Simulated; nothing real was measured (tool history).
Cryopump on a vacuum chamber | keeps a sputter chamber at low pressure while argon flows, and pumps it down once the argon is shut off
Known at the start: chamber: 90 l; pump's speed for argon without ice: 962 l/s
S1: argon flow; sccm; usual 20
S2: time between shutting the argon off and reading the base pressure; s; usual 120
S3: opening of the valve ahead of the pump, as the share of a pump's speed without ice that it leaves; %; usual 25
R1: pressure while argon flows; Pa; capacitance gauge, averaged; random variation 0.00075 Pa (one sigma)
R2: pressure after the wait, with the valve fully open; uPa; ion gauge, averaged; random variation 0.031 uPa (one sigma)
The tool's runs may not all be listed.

| run | hour | S1 | S2 | S3 | R1 | R2 |
|---|---|---|---|---|---|---|
| 1 | 0 | 20 | 120 | 25 | 0.1563 | 4.93 |
| 2 | 31.8 | 20 | 120 | 25 | 0.1546 | 4.86 |
| 3 | 83 | 20 | 120 | 16 | 0.2343 | 4.93 |
| 4 | 114.1 | 20 | 120 | 49 | 0.0869 | 5.01 |
| 5 | 155.8 | 20 | 120 | 25 | 0.1572 | 4.92 |
| 6 | 207.4 | 20 | 120 | 25 | 0.1579 | 5.14 |
| 7 | 239.4 | 36 | 120 | 25 | 0.2845 | 5.31 |
|  | 247.4 | pump warmed up, emptied and cooled again |
| 8 | 286.1 | 36 | 120 | 25 | 0.2535 | 3.93 |
| 9 | 330.4 | 36 | 120 | 25 | 0.2552 | 4.21 |
| 10 | 378.3 | 20 | 120 | 25 | 0.1399 | 4.14 |
| 11 | 409 | 20 | 120 | 25 | 0.1426 | 4.3 |
| 12 | 434.5 | 20 | 120 | 25 | 0.1409 | 4.14 |
| 13 | 458.1 | 20 | 120 | 26 | 0.1383 | 4.14 |
| 14 | 497.1 | 20 | 202 | 25 | 0.1423 | 3.76 |
| 15 | 524.1 | 40 | 101 | 25 | 0.286 | 4.52 |
| 16 | 561.4 | 23 | 34 | 29 | 0.1421 | 7.55 |
| 17 | 595 | 10 | 120 | 37 | 0.049 | 4.59 |
| 18 | 631.7 | 12 | 24 | 47 | 0.0464 | 9.74 |
| 19 | 669.5 | 12 | 24 | 47 | 0.0474 | 9.72 |
| 20 | 703.7 | 12 | 24 | 47 | 0.0474 | 9.66 |
| 21 | 732.1 | 20 | 61 | 17 | 0.2098 | 5.87 |
| 22 | 762 | 10 | 84 | 60 | 0.0323 | 5.12 |
| 23 | 786.8 | 27 | 120 | 17 | 0.2865 | 4.63 |
| 24 | 824.4 | 27 | 120 | 17 | 0.2861 | 4.84 |
| 25 | 873.7 | 31 | 120 | 23 | 0.246 | 4.86 |

Forecast each of these 5 alternatives for the next run:
| A | 904.2 | 27 | 27 | 26 | ? | ? |
| B | 904.2 | 13 | 120 | 25 | ? | ? |
| C | 904.2 | 22 | 287 | 43 | ? | ? |
| D | 904.2 | 20 | 120 | 18 | ? | ? |
| E | 904.2 | 31 | 141 | 45 | ? | ? |

| run | R1 | R2 |
|---|---|---|
| A | 0.1908 | 9.06 |
| B | 0.0948 | 4.85 |
| C | 0.0963 | 4.08 |
| D | 0.2005 | 4.87 |
| E | 0.1292 | 4.7 |
Without the tool's hidden state the same runs would have given:
| run | R1 | R2 |
|---|---|---|
| A | 0.1829 | 5.88 |
| B | 0.091 | 1.58 |
| C | 0.0898 | 0.86 |
| D | 0.1947 | 1.59 |
| E | 0.1202 | 1.46 |
